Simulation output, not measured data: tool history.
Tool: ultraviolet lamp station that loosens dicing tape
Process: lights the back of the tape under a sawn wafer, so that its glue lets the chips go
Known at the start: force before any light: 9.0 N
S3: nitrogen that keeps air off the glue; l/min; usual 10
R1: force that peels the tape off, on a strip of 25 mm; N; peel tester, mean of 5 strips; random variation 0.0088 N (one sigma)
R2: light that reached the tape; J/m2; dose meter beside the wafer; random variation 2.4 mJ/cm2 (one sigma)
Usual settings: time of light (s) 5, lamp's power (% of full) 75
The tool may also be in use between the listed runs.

run 1 day=0.000 | time_of_light_(s)=5 lamp's_power_(%_of_full)=75 S3=10 | R1=0.507 R2=2010
run 2 day=1.046 | time_of_light_(s)=5 lamp's_power_(%_of_full)=75 S3=10 | R1=0.529 R2=2020
run 3 day=2.104 | time_of_light_(s)=5 lamp's_power_(%_of_full)=75 S3=10 | R1=0.533 R2=2050
run 4 day=2.683 | time_of_light_(s)=6 lamp's_power_(%_of_full)=75 S3=10 | R1=0.381 R2=2420
run 5 day=3.579 | time_of_light_(s)=5 lamp's_power_(%_of_full)=75 S3=12 | R1=0.471 R2=2010
run 6 day=4.804 | time_of_light_(s)=5 lamp's_power_(%_of_full)=77 S3=10 | R1=0.513 R2=2110
run 7 day=5.421 | time_of_light_(s)=5 lamp's_power_(%_of_full)=77 S3=10 | R1=0.519 R2=2040
run 8 day=6.567 | time_of_light_(s)=5 lamp's_power_(%_of_full)=86 S3=10 | R1=0.430 R2=2300
run 9 day=7.408 | time_of_light_(s)=5 lamp's_power_(%_of_full)=86 S3=10 | R1=0.468 R2=2270
run 10 day=8.617 | time_of_light_(s)=5 lamp's_power_(%_of_full)=86 S3=10 | R1=0.449 R2=2280
run 11 day=9.758 | time_of_light_(s)=5 lamp's_power_(%_of_full)=86 S3=4 | R1=0.997 R2=2210
run 12 day=10.438 | time_of_light_(s)=2 lamp's_power_(%_of_full)=75 S3=10 | R1=2.703 R2=790
run 13 day=11.650 | time_of_light_(s)=2 lamp's_power_(%_of_full)=75 S3=10 | R1=2.632 R2=770
run 14 day=12.729 | time_of_light_(s)=5 lamp's_power_(%_of_full)=64 S3=10 | R1=0.842 R2=1610
run 15 day=13.550 | time_of_light_(s)=5 lamp's_power_(%_of_full)=64 S3=10 | R1=0.842 R2=1640
run 16 day=14.321 | time_of_light_(s)=8 lamp's_power_(%_of_full)=75 S3=10 | R1=0.293 R2=2970
run 17 day=14.842 | time_of_light_(s)=8 lamp's_power_(%_of_full)=75 S3=10 | R1=0.302 R2=2990
run 18 day=15.575 | time_of_light_(s)=8 lamp's_power_(%_of_full)=75 S3=10 | R1=0.298 R2=2950
run 19 day=16.250 | time_of_light_(s)=5 lamp's_power_(%_of_full)=75 S3=10 | R1=0.642 R2=1830
run 20 day=17.429 | time_of_light_(s)=5 lamp's_power_(%_of_full)=75 S3=4 | R1=1.366 R2=1850
run 21 day=18.662 | time_of_light_(s)=5 lamp's_power_(%_of_full)=75 S3=4 | R1=1.340 R2=1830
run 22 day=19.217 | time_of_light_(s)=5 lamp's_power_(%_of_full)=75 S3=4 | R1=1.349 R2=1830
run 23 day=20.454 | time_of_light_(s)=5 lamp's_power_(%_of_full)=75 S3=4 | R1=1.348 R2=1790
run 24 day=21.642 | time_of_light_(s)=5 lamp's_power_(%_of_full)=75 S3=4 | R1=1.447 R2=1800
run 25 day=22.817 | time_of_light_(s)=8 lamp's_power_(%_of_full)=94 S3=16 | R1=0.245 R2=3650
run 26 day=23.325 | time_of_light_(s)=5 lamp's_power_(%_of_full)=65 S3=16 | R1=0.673 R2=1580
run 27 day=23.875 | time_of_light_(s)=5 lamp's_power_(%_of_full)=65 S3=16 | R1=0.654 R2=1540
run 28 day=24.725 | time_of_light_(s)=6 lamp's_power_(%_of_full)=69 S3=10 | R1=0.584 R2=1950
run 29 day=25.658 | time_of_light_(s)=6 lamp's_power_(%_of_full)=69 S3=8 | R1=0.739 R2=1910
run 30 day=26.329 | time_of_light_(s)=4 lamp's_power_(%_of_full)=88 S3=7 | R1=1.116 R2=1640
run 31 day=27.375 | time_of_light_(s)=4 lamp's_power_(%_of_full)=88 S3=7 | R1=1.119 R2=1580
run 32 day=28.108 | time_of_light_(s)=4 lamp's_power_(%_of_full)=88 S3=7 | R1=1.051 R2=1630
run 33 day=28.692 | time_of_light_(s)=2 lamp's_power_(%_of_full)=75 S3=9 | R1=3.169 R2=710
-- day=29.808 window cleaned of glue's vapour
run 34 day=29.808 | time_of_light_(s)=5 lamp's_power_(%_of_full)=60 S3=9 | R1=1.065 R2=1470
run 35 day=30.462 | time_of_light_(s)=5 lamp's_power_(%_of_full)=60 S3=11 | R1=0.956 R2=1470
run 36 day=30.988 | time_of_light_(s)=5 lamp's_power_(%_of_full)=60 S3=11 | R1=0.940 R2=1410
run 37 day=32.162 | time_of_light_(s)=4 lamp's_power_(%_of_full)=77 S3=3 | R1=2.201 R2=1500
run 38 day=33.400 | time_of_light_(s)=4 lamp's_power_(%_of_full)=77 S3=3 | R1=2.350 R2=1470
run 39 day=34.592 | time_of_light_(s)=4 lamp's_power_(%_of_full)=79 S3=4 | R1=1.903 R2=1500
run 40 day=35.388 | time_of_light_(s)=9 lamp's_power_(%_of_full)=75 S3=6 | R1=0.364 R2=3160
run 41 day=36.288 | time_of_light_(s)=9 lamp's_power_(%_of_full)=75 S3=6 | R1=0.368 R2=3210
run 42 day=37.175 | time_of_light_(s)=10 lamp's_power_(%_of_full)=75 S3=6 | R1=0.320 R2=3480
run 43 day=38.146 | time_of_light_(s)=10 lamp's_power_(%_of_full)=75 S3=6 | R1=0.323 R2=3470
run 44 day=39.079 | time_of_light_(s)=10 lamp's_power_(%_of_full)=75 S3=6 | R1=0.325 R2=3440

4 ways to go on from here, each from the tool as it stands after run 44. What would each give?
run A day=39.883 | time_of_light_(s)=5 lamp's_power_(%_of_full)=79 S3=6 | R1=? R2=?
run B day=39.883 | time_of_light_(s)=9 lamp's_power_(%_of_full)=70 S3=6 | R1=? R2=?
run C day=39.883 | time_of_light_(s)=3 lamp's_power_(%_of_full)=75 S3=7 | R1=? R2=?
run D day=39.883 | time_of_light_(s)=8 lamp's_power_(%_of_full)=82 S3=10 | R1=? R2=?

run=A R1=1.041 R2=1820
run=B R1=0.428 R2=2830
run=C R1=2.188 R2=1030
run=D R1=0.314 R2=2970
Without the tool's hidden state the same runs would have given:
run=A R1=0.477 R2=2740
run=B R1=0.268 R2=4280
run=C R1=1.159 R2=1550
run=D R1=0.255 R2=4490
